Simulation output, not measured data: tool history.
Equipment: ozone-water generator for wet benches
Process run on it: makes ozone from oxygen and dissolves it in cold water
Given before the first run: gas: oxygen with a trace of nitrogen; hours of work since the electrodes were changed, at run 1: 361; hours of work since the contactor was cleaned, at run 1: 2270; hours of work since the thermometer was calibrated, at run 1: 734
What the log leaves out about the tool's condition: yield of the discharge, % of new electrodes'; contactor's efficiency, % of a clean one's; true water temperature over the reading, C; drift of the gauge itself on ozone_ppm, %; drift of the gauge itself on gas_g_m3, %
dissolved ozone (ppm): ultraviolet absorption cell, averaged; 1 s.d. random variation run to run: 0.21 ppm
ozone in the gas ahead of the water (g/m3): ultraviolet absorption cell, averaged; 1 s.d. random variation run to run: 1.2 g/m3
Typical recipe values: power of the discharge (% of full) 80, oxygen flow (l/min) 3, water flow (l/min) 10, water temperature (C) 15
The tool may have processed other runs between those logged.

run,hour,power of the discharge (% of full),oxygen flow (l/min),water flow (l/min),water temperature (C),hours of work since the electrodes were changed,hours of work since the contactor was cleaned,hours of work since the thermometer was calibrated,dissolved ozone (ppm),ozone in the gas ahead of the water (g/m3)
1,0,80,3,10,15,361,2270,734,31.5,225.4
2,37,80,3,10,9,390,2298,763,34,228.2
3,79.3,80,3,10,9,422,2331,796,33.8,225.2
4,118.3,80,3,10,9,453,2362,826,33.7,224.6
5,165.1,80,3,10,9,489,2398,862,33.9,224.6
6,197.5,80,3,10,9,514,2423,887,33.7,224.8
7,244.2,80,3,10,9,551,2459,924,33.5,227
8,280,80,3,10,15,578,2487,952,31,224.7
# hour 289.1: contactor cleaned
9,323,80,3,10,15,609,26,982,30.8,225.7
10,380.9,80,3,10,15,654,71,1027,30.5,223.8
11,425.1,80,3,10,15,688,106,1061,30.7,222.5
12,455.7,80,3,10,20,712,129,1085,28,224.3
13,486.1,80,3,10,20,735,153,1109,28.2,225.6
14,531.5,80,3,10,20,771,188,1144,28.4,223.7
15,581.1,54,3,10,11,809,227,1182,25.8,180.4
16,618,47,3,10,14,838,256,1211,23,165.8
# hour 634.1: contactor cleaned, once more
17,667,47,3,10,14,873,26,1246,23.3,166.2
18,696.2,47,3,10,14,896,48,1269,23.4,165.8
19,764.1,62,3,14,8,948,101,1322,21.9,193.2
20,803.1,62,3,14,8,979,131,1352,22.2,193.3
21,839.1,40,3.6,12,15,1007,159,1380,18.2,135.1
22,884.2,99,3.19,7,10,1042,194,1415,48.4,240.5
23,923,80,3,10,15,1072,224,1445,31,222.2
24,982.6,80,3,10,23,1118,271,1491,27,219.1

Consider 3 possible next runs. They are alternatives, not a sequence: every one starts from the tool as it was left by run 24. What does each give?
A,1024.9,66,3,10,23,1151,304,1524,?,?
B,1024.9,80,2.33,11,15,1151,304,1524,?,?
C,1024.9,80,2.15,10,23,1151,304,1524,?,?

run,dissolved ozone (ppm),ozone in the gas ahead of the water (g/m3)
A,24.4,198.1
B,28,251.3
C,27.1,263.5
Take away the tool's hidden state, keep each run's random variation, and the runs would have read:
run,dissolved ozone (ppm),ozone in the gas ahead of the water (g/m3)
A,25,202.1
B,28.8,257
C,27.8,269.5
